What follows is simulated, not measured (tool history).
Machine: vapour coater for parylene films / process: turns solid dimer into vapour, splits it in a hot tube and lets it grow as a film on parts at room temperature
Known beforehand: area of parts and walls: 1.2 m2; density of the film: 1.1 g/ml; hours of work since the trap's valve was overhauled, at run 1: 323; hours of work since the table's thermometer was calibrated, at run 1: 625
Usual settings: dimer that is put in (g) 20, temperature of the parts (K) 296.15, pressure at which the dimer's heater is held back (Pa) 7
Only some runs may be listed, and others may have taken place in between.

run	hour	dimer that is put in (g)	temperature of the parts (K)	pressure at which the dimer's heater is held back (Pa)	hours of work since the trap's valve was overhauled	hours of work since the table's thermometer was calibrated	thickness of the film (um)
1	0	20	296.15	7	323	625	7.04
2	11.6	20	296.15	7	333	635	7.02
3	26.6	20	296.15	7	346	648	6.95
4	45.3	20	296.15	7	362	664	6.99
5	63.9	20	296.15	7	378	679	7.1
6	75.6	20	296.15	7	388	689	6.93
7	89	20	296.15	7	399	701	6.97
8	102.8	20	296.15	7	411	713	6.85
9	128.3	20	296.15	7	433	734	6.92
10	150	20	296.15	7	451	753	6.97
11	171.8	20	296.15	7	470	772	6.95
12	192.5	20	296.15	9.31	487	789	6.75
13	213.6	20	296.15	9.31	505	807	6.79
14	228.4	9	296.15	7	518	820	3.08
15	251.8	20	306.15	7	538	840	5.08
16	275.5	11	302.15	3.22	558	860	3.43
17	294.2	11	302.15	3.22	574	876	3.45
18	317.1	33	293.15	3.22	594	896	13.54
19	332.5	33	293.15	2.09	607	909	13.97
# hour 353: trap's valve overhauled
20	356	33	293.15	2.09	3	926	14.13
21	381.2	10	296.15	2.73	24	947	3.81
22	405	29	299.15	5.3	44	967	9.65
23	428.9	20	296.15	6.6	65	988	6.97
24	440.7	20	296.15	6.6	75	998	7.04
25	457.5	13	291.15	6.6	89	1012	5.4
26	472.4	18	301.15	6.6	102	1025	5.42
27	489.6	29	301.15	6.6	117	1040	8.72
28	513.6	26	296.15	3.21	137	1060	9.9
29	527.6	26	296.15	3.21	149	1072	9.8

Branching from run 29: 4 alternative next runs. What would each branch give?
A	545.9	26	290.15	6.55	165	1088	?
B	545.9	20	296.15	2.49	165	1088	?
C	545.9	21	290.15	11.43	165	1088	?
D	545.9	14	296.15	3.26	165	1088	?

run	thickness of the film (um)
A	11.11
B	7.69
C	8.6
D	5.26
With no hidden state in the tool, these same runs would have given:
run	thickness of the film (um)
A	11.15
B	7.71
C	8.63
D	5.28

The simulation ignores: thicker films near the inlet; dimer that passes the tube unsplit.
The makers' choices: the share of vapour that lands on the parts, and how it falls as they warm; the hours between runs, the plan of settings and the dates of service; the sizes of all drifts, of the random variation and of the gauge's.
